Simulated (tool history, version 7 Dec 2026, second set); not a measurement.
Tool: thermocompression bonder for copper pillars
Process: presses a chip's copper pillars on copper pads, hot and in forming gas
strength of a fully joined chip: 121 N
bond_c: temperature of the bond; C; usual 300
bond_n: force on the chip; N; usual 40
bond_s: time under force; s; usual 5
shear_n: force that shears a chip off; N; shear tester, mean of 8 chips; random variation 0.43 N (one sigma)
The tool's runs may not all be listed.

run,hour,bond_c,bond_n,bond_s,shear_n
1,0.0,300,40,5,43.8
2,21.3,300,40,5,43.4
3,37.6,300,40,5,43.4
4,59.8,300,40,5,43.6
5,74.4,310,40,5,47.2
6,96.8,300,40,5,43.0
7,115.6,300,40,5,42.3
8,134.0,300,40,5,42.9
9,153.5,300,45,5,47.2
10,172.0,300,45,5,47.5
# hour 194.4: forming gas filter changed
11,195.9,300,40,5,45.7
12,212.1,300,40,5,46.3
13,237.0,286,40,5,41.3
14,251.7,300,40,9,57.8
15,271.6,300,40,9,56.7
16,292.9,300,40,9,58.1
17,309.6,300,25,5,27.4
18,321.8,300,25,5,28.0
19,342.5,300,40,5,46.5
20,357.9,304,40,5,46.8
21,370.5,304,40,5,46.7
22,382.0,304,40,5,47.3
# hour 385.4: force cell calibrated
23,406.0,304,28,5,32.2
24,420.6,279,29,8,32.2
25,444.1,273,40,5,35.3
# hour 453.3: force cell calibrated, once more
26,462.4,273,40,3,29.1
27,474.0,273,40,3,28.3
28,489.3,273,40,6,38.4
29,512.0,300,33,6,39.8
30,525.4,308,33,4,36.8
31,539.8,284,40,5,39.2
32,554.6,284,40,5,39.3
33,579.0,314,24,5,29.5
34,601.0,314,24,5,29.8
35,620.4,314,24,5,30.1
36,633.8,319,51,7,70.3
37,653.3,328,36,5,49.7
38,670.8,328,36,5,49.7
39,691.9,287,34,10,43.5

5 ways to go on from here, each from the tool as it stands after run 39. What would each give?
A,713.0,290,34,10,?
B,713.0,295,40,5,?
C,713.0,300,30,8,?
D,713.0,300,34,10,?
E,713.0,279,42,3,?

run,shear_n
A,45.0
B,41.6
C,40.1
D,48.5
E,31.4
Without the tool's hidden state the same runs would have given:
run,shear_n
A,46.5
B,42.9
C,41.4
D,50.2
E,32.2

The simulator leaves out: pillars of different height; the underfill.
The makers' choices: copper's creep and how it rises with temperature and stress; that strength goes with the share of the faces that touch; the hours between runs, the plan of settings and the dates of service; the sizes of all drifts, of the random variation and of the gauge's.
